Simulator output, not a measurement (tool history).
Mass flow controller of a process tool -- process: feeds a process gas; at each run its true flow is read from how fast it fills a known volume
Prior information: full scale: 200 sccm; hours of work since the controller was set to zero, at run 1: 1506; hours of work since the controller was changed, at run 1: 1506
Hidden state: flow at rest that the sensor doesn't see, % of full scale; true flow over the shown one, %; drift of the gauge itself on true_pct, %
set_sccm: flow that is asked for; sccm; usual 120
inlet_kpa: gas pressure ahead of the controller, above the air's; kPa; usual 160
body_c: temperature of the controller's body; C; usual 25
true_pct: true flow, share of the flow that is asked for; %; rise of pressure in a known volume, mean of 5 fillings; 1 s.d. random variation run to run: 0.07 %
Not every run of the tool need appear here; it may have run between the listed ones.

run	hour	set_sccm	inlet_kpa	body_c	hours of work since the controller was set to zero	hours of work since the controller was changed	true_pct
1	0.0	120	160	25	1506	1506	99.18
2	132.5	120	160	21	1553	1553	99.37
3	264.9	120	160	21	1600	1600	99.54
4	402.1	120	160	25	1649	1649	99.37
5	535.6	120	160	25	1697	1697	99.45
6	620.9	120	160	23	1727	1727	99.63
7	742.1	120	160	23	1770	1770	99.62
8	844.0	120	160	23	1807	1807	99.67
9	921.6	120	160	25	1834	1834	99.76
10	1036.7	120	160	25	1875	1875	99.64
11	1101.7	120	263	25	1899	1899	99.30
12	1197.2	44	263	25	1933	1933	98.29
13	1273.6	44	263	24	1960	1960	98.31
14	1402.7	44	263	24	2006	2006	98.53
15	1482.5	44	263	24	2034	2034	98.64
16	1538.7	120	160	24	2054	2054	100.04
17	1621.9	120	160	24	2084	2084	100.07
18	1683.9	45	160	25	2106	2106	99.09
19	1762.5	120	152	39	2134	2134	99.35
# hour 1870.4: gauge calibrated
20	1870.4	120	152	39	2173	2173	98.21
21	1973.4	120	193	23	2209	2209	99.07
22	2105.8	112	160	25	2257	2257	99.14
23	2232.8	120	226	25	2302	2302	99.05
24	2329.3	120	226	25	2336	2336	99.05
25	2399.7	171	140	35	2361	2361	99.54
26	2510.4	157	229	25	2401	2401	99.64
27	2616.6	157	229	25	2439	2439	99.76
28	2674.3	157	229	25	2459	2459	99.81
29	2805.2	125	179	24	2506	2506	99.59
30	2892.5	21	160	25	2537	2537	98.35
31	2973.1	24	209	24	2566	2566	98.29
32	3073.2	30	160	32	2602	2602	98.21
33	3200.8	30	160	32	2647	2647	98.31
34	3256.0	45	275	25	2667	2667	98.44

Alternative continuations, all from the tool just after run 34; predict every row:
A	3385.8	49	154	25	2713	2713	?
B	3385.8	83	253	25	2713	2713	?
C	3385.8	129	144	25	2713	2713	?
D	3385.8	120	147	30	2713	2713	?

run	true_pct
A	99.07
B	98.98
C	100.13
D	99.74
Without the tool's unlogged condition, the same runs would have read:
run	true_pct
A	98.15
B	98.06
C	99.20
D	98.82

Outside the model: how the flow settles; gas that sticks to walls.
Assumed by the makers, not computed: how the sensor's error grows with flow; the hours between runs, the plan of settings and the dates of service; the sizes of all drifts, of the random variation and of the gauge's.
